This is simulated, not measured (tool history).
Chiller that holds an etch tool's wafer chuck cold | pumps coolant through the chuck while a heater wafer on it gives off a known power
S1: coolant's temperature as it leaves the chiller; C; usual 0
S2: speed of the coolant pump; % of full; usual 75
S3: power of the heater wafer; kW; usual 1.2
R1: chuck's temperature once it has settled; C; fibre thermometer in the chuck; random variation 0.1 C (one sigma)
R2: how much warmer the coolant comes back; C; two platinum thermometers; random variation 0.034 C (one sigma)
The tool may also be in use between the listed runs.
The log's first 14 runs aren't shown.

At hour 1513.1: chiller's thermometer calibrated.
Run 15, hour 1549.5: usual settings but S2 83 % of full. Result: R1 10.4 C, R2 4.73 C.
Run 16, hour 1631.6: usual settings but S2 83 % of full. Result: R1 10.2 C, R2 4.73 C.
Run 17, hour 1738.3: usual settings but S1 9 C, S2 67 % of full, S3 0.614 kW. Result: R1 15.2 C, R2 3.03 C.
Run 18, hour 1846.7: usual settings but S1 9 C, S2 67 % of full, S3 0.614 kW. Result: R1 15.4 C, R2 3.09 C.
Run 19, hour 2012.9: usual settings but S1 2 C, S2 66 % of full. Result: R1 14.8 C, R2 6.14 C.
At hour 2159.1: gauge calibrated.
Run 20, hour 2159.1: usual settings but S1 -7 C, S2 65 % of full, S3 1.048 kW. Result: R1 4.2 C, R2 5.6 C.
Run 21, hour 2324: usual settings but S1 9 C. Result: R1 20.1 C, R2 5.49 C.
Run 22, hour 2406.2: usual settings but S1 9 C. Result: R1 20.5 C, R2 5.42 C.
Run 23, hour 2482.8: usual settings but S1 6 C, S2 98 % of full. Result: R1 15.1 C, R2 4.09 C.
Run 24, hour 2588.2: usual settings but S1 6 C, S2 98 % of full. Result: R1 14.7 C, R2 4.02 C.
Run 25, hour 2664.1: usual settings but S1 6 C, S2 98 % of full. Result: R1 14.9 C, R2 4.06 C.
Run 26, hour 2766.5: usual settings but S1 6 C, S2 98 % of full. Result: R1 14.9 C, R2 3.97 C.
Run 27, hour 2846.6: usual settings but S1 4 C, S2 77 % of full, S3 1.186 kW. Result: R1 14.9 C, R2 5.14 C.
Run 28, hour 2955.1: usual settings but S1 7 C, S2 77 % of full, S3 1.186 kW. Result: R1 17.9 C, R2 5.24 C.
Run 29, hour 3102.7: usual settings but S3 0.851 kW. Result: R1 7.9 C, R2 3.77 C.
At hour 3128.2: coolant changed, channels flushed.
Run 30, hour 3210.3: usual settings but S1 -3 C, S2 67 % of full, S3 1.76 kW. Result: R1 15.1 C, R2 9.02 C.
Run 31, hour 3287.5: usual settings but S1 -8 C, S2 67 % of full, S3 1.696 kW. Result: R1 9.7 C, R2 8.71 C.

4 ways to go on from here, each from the tool as it stands after run 31. What would each give?
Run A, hour 3395.9: usual settings but S1 -8 C, S2 63 % of full, S3 1.636 kW. Result: R1 ?, R2 ?.
Run B, hour 3395.9: usual settings but S1 -8 C, S2 73 % of full, S3 1.378 kW. Result: R1 ?, R2 ?.
Run C, hour 3395.9: usual settings but S1 -4 C, S2 74 % of full, S3 0.739 kW. Result: R1 ?, R2 ?.
Run D, hour 3395.9: usual settings but S1 4 C, S2 61 % of full, S3 1.018 kW. Result: R1 ?, R2 ?.

run    R1    R2
  A   9.9  9.01
  B   5.3   6.3
  C   2.9  3.33
  D  15.6  5.78
Without the tool's hidden state the same runs would have given:
run    R1    R2
  A   9.9  9.09
  B   5.3  6.39
  C   2.9  3.42
  D  15.6  5.87

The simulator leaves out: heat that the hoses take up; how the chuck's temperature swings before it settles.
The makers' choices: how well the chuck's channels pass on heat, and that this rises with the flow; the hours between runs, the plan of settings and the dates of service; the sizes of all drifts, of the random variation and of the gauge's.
